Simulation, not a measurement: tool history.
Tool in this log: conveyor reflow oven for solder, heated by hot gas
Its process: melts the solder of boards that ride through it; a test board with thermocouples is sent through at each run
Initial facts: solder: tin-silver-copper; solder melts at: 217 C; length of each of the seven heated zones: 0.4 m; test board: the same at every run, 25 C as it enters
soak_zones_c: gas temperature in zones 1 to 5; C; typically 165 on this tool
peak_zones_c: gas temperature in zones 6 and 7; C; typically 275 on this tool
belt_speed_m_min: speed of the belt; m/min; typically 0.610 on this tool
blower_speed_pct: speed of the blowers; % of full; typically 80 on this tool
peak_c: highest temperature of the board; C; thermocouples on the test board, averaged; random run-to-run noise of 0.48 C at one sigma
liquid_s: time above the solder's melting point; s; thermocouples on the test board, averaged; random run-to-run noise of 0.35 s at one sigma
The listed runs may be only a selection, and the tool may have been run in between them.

run	hour	soak_zones_c	peak_zones_c	belt_speed_m_min	blower_speed_pct	peak_c	liquid_s
1	0.0	165	275	0.610	80	261.9	63.3
2	32.8	165	275	0.610	80	261.6	63.4
3	59.5	165	275	0.610	80	261.8	62.9
4	85.1	165	275	0.610	80	261.8	63.1
5	104.3	165	275	0.610	69	259.2	61.0
6	123.9	165	275	0.694	69	254.7	49.7
7	146.0	165	275	0.694	69	254.9	49.9
8	180.3	163	275	0.610	78	261.0	62.0
9	204.9	154	264	0.610	56	244.8	45.8
10	235.0	171	275	0.610	65	259.7	62.5
11	250.9	167	280	0.682	65	258.9	54.1
12	280.8	167	280	0.567	51	261.9	68.2
13	296.1	167	280	0.567	51	262.3	67.9
14	330.3	165	282	0.730	69	256.9	48.4

Some steps in peak_c between neighbouring runs. How much of each would the tool show without its hidden state too (settings, what came in, random variation), and how much is left for the hidden state, with any gauge scatter that isn't in both results?
Hidden conditions of the tool in this case: heat that the gas passes to the board, % of a clean oven's; belt's true speed, % of the reading; true gas temperature in zones 6 and 7 over the reading, C; drift of the gauge itself on peak_c, C; drift of the gauge itself on liquid_s, %.
Run 8 -> 9: soak_zones_c 163 -> 154, peak_zones_c 275 -> 264, blower_speed_pct 78 -> 56. peak_c -16.2 C: hidden state +0.1, all else -16.3.
Run 13 -> 14: soak_zones_c 167 -> 165, peak_zones_c 280 -> 282, belt_speed_m_min 0.567 -> 0.730, blower_speed_pct 51 -> 69. peak_c -5.4 C: hidden state -1.6, all else -3.8.

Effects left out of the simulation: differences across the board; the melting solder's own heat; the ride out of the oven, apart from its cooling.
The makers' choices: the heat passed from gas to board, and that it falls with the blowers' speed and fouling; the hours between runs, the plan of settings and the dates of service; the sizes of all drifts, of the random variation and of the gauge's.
